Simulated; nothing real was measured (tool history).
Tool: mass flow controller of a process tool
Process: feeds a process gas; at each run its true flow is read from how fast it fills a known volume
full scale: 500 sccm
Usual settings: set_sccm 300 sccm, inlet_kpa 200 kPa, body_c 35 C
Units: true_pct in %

run,hour,set_sccm,inlet_kpa,body_c,true_pct
1,0,300,200,35,100.16
2,86.8,300,200,35,100.08
3,169.8,137,200,35,100.61
4,265.9,137,200,35,100.51
5,345.7,137,200,35,100.69
6,442,300,155,35,100.26
7,485.7,300,200,35,100.14
8,530.4,300,200,35,100.04
9,584.9,300,200,35,100.03
10,645,300,200,26,99.31
11,715.3,300,178,35,100.15
12,774.6,55,200,35,103.07
13,846.2,55,200,35,103.18
14,889.1,55,200,35,103.15
15,947.8,66,200,35,102.59
16,1047.4,66,200,35,102.57
17,1123,57,200,35,103.21
18,1167.6,300,200,35,100.06
19,1246.6,300,200,26,99.26
20,1345.2,300,200,26,99.31
21,1401.7,300,200,26,99.31
22,1492.7,67,200,26,102.04
23,1574.6,67,200,26,102.09

Forecast run 24:
24,1649.2,67,173,23,?

{"run 24": {"true_pct": 102.05}}
Without the tool's hidden state the same run would have given true_pct 98.94 %.
